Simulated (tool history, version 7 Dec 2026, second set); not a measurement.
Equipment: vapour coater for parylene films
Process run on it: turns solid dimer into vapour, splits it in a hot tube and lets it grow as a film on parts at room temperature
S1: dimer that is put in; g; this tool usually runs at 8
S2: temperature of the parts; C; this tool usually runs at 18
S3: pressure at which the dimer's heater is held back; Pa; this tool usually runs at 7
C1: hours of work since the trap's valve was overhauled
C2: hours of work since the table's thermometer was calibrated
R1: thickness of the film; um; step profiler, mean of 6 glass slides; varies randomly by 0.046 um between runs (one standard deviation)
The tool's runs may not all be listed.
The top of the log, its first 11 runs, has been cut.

| run | hour | S1 | S2 | S3 | C1 | C2 | R1 |
|---|---|---|---|---|---|---|---|
| 12 | 289.7 | 8 | 18 | 7 | 556 | 741 | 4.66 |
| 13 | 312.2 | 8 | 18 | 7 | 568 | 753 | 4.66 |
| 14 | 334 | 11 | 18 | 7 | 580 | 765 | 6.47 |
| 15 | 363.4 | 6 | 18 | 7 | 596 | 780 | 3.42 |
| 16 | 377.4 | 6 | 18 | 7 | 604 | 788 | 3.44 |
| 17 | 394.6 | 6 | 18 | 3.8 | 613 | 797 | 3.8 |
| 18 | 428.1 | 6 | 18 | 3.8 | 631 | 815 | 3.72 |
| 19 | 449.4 | 6 | 18 | 3.8 | 642 | 827 | 3.71 |
| 20 | 482.5 | 7 | 19 | 7.65 | 660 | 844 | 3.74 |
|  | 507.7 | trap's valve overhauled |
| 21 | 520.9 | 7 | 19 | 2.68 | 7 | 863 | 4.62 |
| 22 | 547.2 | 7 | 19 | 2.68 | 21 | 877 | 4.66 |
| 23 | 571.7 | 8 | 18 | 2.16 | 34 | 890 | 5.66 |
| 24 | 592.7 | 9 | 12 | 5.6 | 46 | 902 | 7.43 |
| 25 | 615.9 | 6 | 18 | 6.71 | 58 | 914 | 3.71 |
| 26 | 630.7 | 6 | 18 | 6.71 | 66 | 922 | 3.69 |
| 27 | 654.6 | 5 | 17 | 4.63 | 79 | 935 | 3.37 |

Estimate the outcome of run 28 from the log above:
| 28 | 668.7 | 7 | 18 | 2.17 | 87 | 942 | ? |

R1: 4.89 um
With no hidden state in the tool, this same run would have given R1 5.12 um.
